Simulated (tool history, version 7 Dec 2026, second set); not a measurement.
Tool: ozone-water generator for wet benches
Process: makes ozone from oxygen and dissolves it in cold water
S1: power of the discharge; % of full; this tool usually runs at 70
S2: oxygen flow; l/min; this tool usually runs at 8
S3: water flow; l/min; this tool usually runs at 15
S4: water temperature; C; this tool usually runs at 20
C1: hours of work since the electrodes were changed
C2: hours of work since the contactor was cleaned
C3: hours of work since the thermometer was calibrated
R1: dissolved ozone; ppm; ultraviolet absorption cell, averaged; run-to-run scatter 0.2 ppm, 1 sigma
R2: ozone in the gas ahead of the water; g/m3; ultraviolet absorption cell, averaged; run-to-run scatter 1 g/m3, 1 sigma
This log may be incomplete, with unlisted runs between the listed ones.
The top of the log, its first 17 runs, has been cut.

run	hour	S1	S2	S3	S4	C1	C2	C3	R1	R2
18	463.4	62	4.06	15	28	1657	612	1597	23.3	222.7
19	497.3	62	4.15	16	28	1690	646	1630	22.3	222.5
20	513.4	68	4.11	9	24	1706	662	1646	34.3	232.8
21	530.3	70	8	15	20	1723	679	1663	27.9	176.6
22	561	70	8	15	20	1754	709	1694	27.9	175.3
23	590.9	78	8	22	20	1783	739	1723	24	187.1
24	612.2	78	8	22	20	1805	760	1744	23.9	186.2
# hour 618.2: contactor cleaned
25	650	78	8	22	20	1838	31	1778	23.9	185.1
26	666.7	42	8	15	16	1855	48	1795	23.2	134.4
27	692.8	42	8	15	16	1881	74	1821	23.4	135.7
28	714	41	8	15	20	1902	95	1842	21.2	136.6
29	729.5	70	8.44	15	15	1917	111	1857	30.3	172
# hour 744.3: contactor cleaned, once more
30	767.9	70	8.44	15	15	1951	23	1891	30.9	172.7
31	800.8	70	8	12	23	1984	56	1924	28.8	175.9
32	826.8	70	8	12	23	2010	82	1950	29	175.6
33	862.3	70	8	12	23	2045	117	1985	29	175.2
34	893.4	81	7.41	15	15	2076	148	2016	34	195.4

Forecast each of these 3 alternatives for the next run:
A	915	70	11.57	20	18	2097	170	2037	?	?
B	915	70	8	23	15	2097	170	2037	?	?
C	915	72	8	15	20	2097	170	2037	?	?

run	R1	R2
A	24.7	149.7
B	23.8	173.8
C	28.5	178
With the hidden condition removed and each run's random variation left untouched, the same runs would have given:
run	R1	R2
A	26.1	156.9
B	25.1	182.1
C	30	186.7
